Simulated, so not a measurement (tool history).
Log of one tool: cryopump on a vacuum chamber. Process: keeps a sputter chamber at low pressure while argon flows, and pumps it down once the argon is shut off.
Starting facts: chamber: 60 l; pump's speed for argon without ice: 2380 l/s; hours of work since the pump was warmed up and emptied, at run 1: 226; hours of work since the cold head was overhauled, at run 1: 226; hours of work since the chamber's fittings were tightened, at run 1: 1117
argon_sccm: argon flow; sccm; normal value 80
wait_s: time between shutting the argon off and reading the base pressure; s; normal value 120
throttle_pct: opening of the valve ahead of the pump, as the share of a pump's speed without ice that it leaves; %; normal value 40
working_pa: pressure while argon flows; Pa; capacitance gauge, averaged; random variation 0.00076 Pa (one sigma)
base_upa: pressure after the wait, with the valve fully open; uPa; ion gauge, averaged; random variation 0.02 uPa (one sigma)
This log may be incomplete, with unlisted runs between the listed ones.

| run | day | argon_sccm | wait_s | throttle_pct | hours of work since the pump was warmed up and emptied | hours of work since the cold head was overhauled | hours of work since the chamber's fittings were tightened | working_pa | base_upa |
|---|---|---|---|---|---|---|---|---|---|
| 1 | 0.000 | 80 | 120 | 40 | 226 | 226 | 1117 | 0.1506 | 1.08 |
| 2 | 0.729 | 80 | 120 | 40 | 236 | 236 | 1127 | 0.1501 | 1.05 |
| 3 | 1.854 | 80 | 120 | 40 | 251 | 251 | 1142 | 0.1521 | 1.09 |
| 4 | 2.700 | 80 | 120 | 40 | 262 | 262 | 1153 | 0.1508 | 1.13 |
| 5 | 3.629 | 80 | 120 | 40 | 275 | 275 | 1165 | 0.1508 | 1.16 |
| 6 | 4.338 | 80 | 120 | 40 | 284 | 284 | 1175 | 0.1531 | 1.13 |
| 7 | 4.921 | 80 | 120 | 40 | 292 | 292 | 1183 | 0.1524 | 1.16 |
| 8 | 5.779 | 80 | 120 | 40 | 304 | 304 | 1194 | 0.1538 | 1.19 |
| 9 | 6.508 | 80 | 120 | 40 | 313 | 313 | 1204 | 0.1543 | 1.16 |
| 10 | 7.338 | 80 | 120 | 40 | 325 | 325 | 1215 | 0.1538 | 1.25 |
| 11 | 7.879 | 80 | 120 | 19 | 332 | 332 | 1222 | 0.3117 | 1.21 |
| 12 | 8.592 | 80 | 120 | 19 | 341 | 341 | 1232 | 0.3112 | 1.23 |
| 13 | 9.738 | 80 | 120 | 44 | 357 | 357 | 1247 | 0.1415 | 1.24 |
| 14 | 10.200 | 80 | 120 | 40 | 363 | 363 | 1253 | 0.1571 | 1.24 |
| 15 | 10.912 | 80 | 120 | 40 | 372 | 372 | 1263 | 0.1553 | 1.30 |
| 16 | 11.583 | 80 | 120 | 40 | 381 | 381 | 1272 | 0.1569 | 1.27 |
| 17 | 12.700 | 80 | 120 | 40 | 396 | 396 | 1287 | 0.1570 | 1.31 |
| 18 | 13.488 | 80 | 120 | 40 | 407 | 407 | 1298 | 0.1590 | 1.27 |
| 19 | 14.279 | 80 | 69 | 18 | 417 | 417 | 1308 | 0.3332 | 1.43 |
| 20 | 14.800 | 80 | 69 | 18 | 424 | 424 | 1315 | 0.3340 | 1.47 |
| 21 | 15.862 | 72 | 69 | 15 | 439 | 439 | 1329 | 0.3547 | 1.45 |
| 22 | 16.821 | 72 | 69 | 15 | 452 | 452 | 1342 | 0.3581 | 1.51 |
| 23 | 17.942 | 122 | 224 | 43 | 467 | 467 | 1357 | 0.2292 | 1.33 |
|  | 18.696 | pump warmed up, emptied and cooled again |
| 24 | 19.083 | 122 | 224 | 43 | 5 | 479 | 1370 | 0.2049 | 1.07 |
| 25 | 19.804 | 80 | 23 | 40 | 15 | 489 | 1379 | 0.1433 | 1.81 |
| 26 | 20.917 | 88 | 22 | 24 | 30 | 504 | 1394 | 0.2613 | 1.83 |
| 27 | 21.542 | 101 | 22 | 28 | 38 | 512 | 1403 | 0.2594 | 1.86 |
| 28 | 22.046 | 123 | 120 | 40 | 45 | 519 | 1409 | 0.2207 | 1.15 |
| 29 | 23.183 | 123 | 120 | 40 | 60 | 534 | 1425 | 0.2203 | 1.15 |
|  | 23.675 | leaking fittings of the chamber tightened, without venting |
| 30 | 23.896 | 48 | 235 | 25 | 69 | 542 | 3 | 0.1375 | 0.24 |
| 31 | 24.362 | 156 | 24 | 50 | 75 | 549 | 9 | 0.2268 | 0.98 |
| 32 | 25.004 | 156 | 24 | 50 | 83 | 557 | 18 | 0.2278 | 0.92 |
| 33 | 25.688 | 156 | 20 | 50 | 93 | 566 | 27 | 0.2296 | 1.09 |
| 34 | 26.700 | 156 | 20 | 50 | 106 | 580 | 41 | 0.2282 | 1.18 |

Per-run results on a tool with no hidden state, each run keeping its own random variation:
The tool's hidden condition here consists of: pump's speed, % of a pump's without ice; cold plate's temperature, K; leak into the chamber, uPa l/s; drift of the gauge itself on working_pa, %; drift of the gauge itself on base_upa, %.
| run | working_pa | base_upa |
|---|---|---|
| 1 | 0.1425 | 0.30 |
| 2 | 0.1416 | 0.25 |
| 3 | 0.1431 | 0.27 |
| 4 | 0.1413 | 0.29 |
| 5 | 0.1408 | 0.32 |
| 6 | 0.1427 | 0.25 |
| 7 | 0.1417 | 0.29 |
| 8 | 0.1426 | 0.31 |
| 9 | 0.1427 | 0.26 |
| 10 | 0.1418 | 0.32 |
| 11 | 0.2994 | 0.30 |
| 12 | 0.2984 | 0.29 |
| 13 | 0.1281 | 0.27 |
| 14 | 0.1433 | 0.28 |
| 15 | 0.1411 | 0.32 |
| 16 | 0.1422 | 0.28 |
| 17 | 0.1417 | 0.28 |
| 18 | 0.1431 | 0.27 |
| 19 | 0.3168 | 0.38 |
| 20 | 0.3172 | 0.41 |
| 21 | 0.3392 | 0.38 |
| 22 | 0.3419 | 0.41 |
| 23 | 0.2007 | 0.21 |
| 24 | 0.2035 | 0.22 |
| 25 | 0.1421 | 0.94 |
| 26 | 0.2595 | 0.98 |
| 27 | 0.2570 | 0.98 |
| 28 | 0.2174 | 0.27 |
| 29 | 0.2162 | 0.27 |
| 30 | 0.1357 | 0.20 |
| 31 | 0.2207 | 0.94 |
| 32 | 0.2211 | 0.87 |
| 33 | 0.2222 | 1.03 |
| 34 | 0.2201 | 1.11 |
